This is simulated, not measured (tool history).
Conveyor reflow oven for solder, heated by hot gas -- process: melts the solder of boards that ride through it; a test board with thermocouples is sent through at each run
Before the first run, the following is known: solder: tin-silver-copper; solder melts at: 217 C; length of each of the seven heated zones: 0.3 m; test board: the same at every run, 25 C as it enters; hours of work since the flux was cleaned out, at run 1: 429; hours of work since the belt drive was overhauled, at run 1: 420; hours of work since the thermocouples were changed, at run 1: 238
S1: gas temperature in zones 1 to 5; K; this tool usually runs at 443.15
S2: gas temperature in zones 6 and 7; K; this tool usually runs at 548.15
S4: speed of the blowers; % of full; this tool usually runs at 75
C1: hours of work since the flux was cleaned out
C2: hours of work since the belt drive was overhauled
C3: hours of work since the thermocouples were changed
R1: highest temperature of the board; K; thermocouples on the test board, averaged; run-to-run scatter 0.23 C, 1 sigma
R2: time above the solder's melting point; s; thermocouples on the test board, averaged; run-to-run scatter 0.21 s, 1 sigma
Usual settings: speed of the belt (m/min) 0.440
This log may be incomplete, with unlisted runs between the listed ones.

{"run": 1, "day": 0.0, "S1": 443.15, "S2": 548.15, "speed of the belt (m/min)": 0.44, "S4": 75, "C1": 429, "C2": 420, "C3": 238, "R1": 535.25, "R2": 67.6}
{"day": 0.329, "done": "flux residue cleaned out of gas plates and filters"}
{"run": 2, "day": 0.571, "S1": 443.15, "S2": 548.15, "speed of the belt (m/min)": 0.408, "S4": 75, "C1": 4, "C2": 426, "C3": 245, "R1": 538.95, "R2": 76.1}
{"run": 3, "day": 0.888, "S1": 443.15, "S2": 548.15, "speed of the belt (m/min)": 0.408, "S4": 75, "C1": 10, "C2": 432, "C3": 251, "R1": 539.05, "R2": 76.0}
{"run": 4, "day": 1.142, "S1": 453.15, "S2": 548.15, "speed of the belt (m/min)": 0.44, "S4": 75, "C1": 15, "C2": 437, "C3": 255, "R1": 538.25, "R2": 73.2}
{"run": 5, "day": 1.45, "S1": 453.15, "S2": 548.15, "speed of the belt (m/min)": 0.437, "S4": 75, "C1": 21, "C2": 443, "C3": 261, "R1": 538.25, "R2": 74.2}
{"run": 6, "day": 1.608, "S1": 443.15, "S2": 548.15, "speed of the belt (m/min)": 0.44, "S4": 75, "C1": 23, "C2": 445, "C3": 264, "R1": 537.65, "R2": 69.1}
{"run": 7, "day": 1.933, "S1": 443.15, "S2": 548.15, "speed of the belt (m/min)": 0.44, "S4": 75, "C1": 29, "C2": 451, "C3": 270, "R1": 537.25, "R2": 69.1}
{"run": 8, "day": 2.2, "S1": 443.15, "S2": 548.15, "speed of the belt (m/min)": 0.44, "S4": 75, "C1": 34, "C2": 456, "C3": 275, "R1": 537.15, "R2": 69.0}
{"run": 9, "day": 2.496, "S1": 443.15, "S2": 548.15, "speed of the belt (m/min)": 0.44, "S4": 75, "C1": 40, "C2": 462, "C3": 280, "R1": 537.05, "R2": 69.2}
{"run": 10, "day": 2.883, "S1": 443.15, "S2": 548.15, "speed of the belt (m/min)": 0.496, "S4": 75, "C1": 47, "C2": 469, "C3": 287, "R1": 533.35, "R2": 58.8}
{"run": 11, "day": 3.062, "S1": 453.15, "S2": 541.15, "speed of the belt (m/min)": 0.44, "S4": 69, "C1": 50, "C2": 472, "C3": 290, "R1": 531.15, "R2": 68.9}
{"run": 12, "day": 3.375, "S1": 443.15, "S2": 548.15, "speed of the belt (m/min)": 0.364, "S4": 64, "C1": 56, "C2": 478, "C3": 296, "R1": 540.35, "R2": 86.2}
{"run": 13, "day": 3.754, "S1": 434.15, "S2": 544.15, "speed of the belt (m/min)": 0.364, "S4": 64, "C1": 63, "C2": 485, "C3": 303, "R1": 535.65, "R2": 80.8}
{"run": 14, "day": 4.025, "S1": 434.15, "S2": 544.15, "speed of the belt (m/min)": 0.364, "S4": 64, "C1": 68, "C2": 490, "C3": 308, "R1": 535.75, "R2": 80.3}
{"run": 15, "day": 4.271, "S1": 434.15, "S2": 544.15, "speed of the belt (m/min)": 0.364, "S4": 64, "C1": 72, "C2": 494, "C3": 313, "R1": 535.95, "R2": 80.0}
{"run": 16, "day": 4.504, "S1": 434.15, "S2": 544.15, "speed of the belt (m/min)": 0.364, "S4": 64, "C1": 77, "C2": 499, "C3": 317, "R1": 535.95, "R2": 80.3}
{"run": 17, "day": 4.888, "S1": 457.15, "S2": 544.15, "speed of the belt (m/min)": 0.38, "S4": 79, "C1": 84, "C2": 506, "C3": 324, "R1": 538.65, "R2": 87.4}
{"run": 18, "day": 5.146, "S1": 433.15, "S2": 546.15, "speed of the belt (m/min)": 0.396, "S4": 59, "C1": 88, "C2": 510, "C3": 329, "R1": 534.05, "R2": 72.0}
{"run": 19, "day": 5.479, "S1": 433.15, "S2": 546.15, "speed of the belt (m/min)": 0.396, "S4": 59, "C1": 94, "C2": 516, "C3": 335, "R1": 534.15, "R2": 71.8}
{"run": 20, "day": 5.646, "S1": 443.15, "S2": 548.15, "speed of the belt (m/min)": 0.375, "S4": 55, "C1": 98, "C2": 520, "C3": 338, "R1": 538.35, "R2": 82.0}

Branching from run 20: 4 alternative next runs. What would each branch give?
{"run": "A", "day": 6.004, "S1": 449.15, "S2": 548.15, "speed of the belt (m/min)": 0.375, "S4": 55, "C1": 104, "C2": 526, "C3": 344, "R1": "?", "R2": "?"}
{"run": "B", "day": 6.004, "S1": 431.15, "S2": 540.15, "speed of the belt (m/min)": 0.44, "S4": 62, "C1": 104, "C2": 526, "C3": 344, "R1": "?", "R2": "?"}
{"run": "C", "day": 6.004, "S1": 443.15, "S2": 548.15, "speed of the belt (m/min)": 0.375, "S4": 60, "C1": 104, "C2": 526, "C3": 344, "R1": "?", "R2": "?"}
{"run": "D", "day": 6.004, "S1": 443.15, "S2": 548.15, "speed of the belt (m/min)": 0.44, "S4": 64, "C1": 104, "C2": 526, "C3": 344, "R1": "?", "R2": "?"}

run=A R1=539.15 R2=84.7
run=B R1=526.05 R2=57.2
run=C R1=539.05 R2=82.1
run=D R1=535.15 R2=67.6
Had the tool no hidden state, the same runs would have come out as:
run=A R1=538.35 R2=83.6
run=B R1=525.35 R2=56.4
run=C R1=538.25 R2=81.1
run=D R1=534.45 R2=66.7
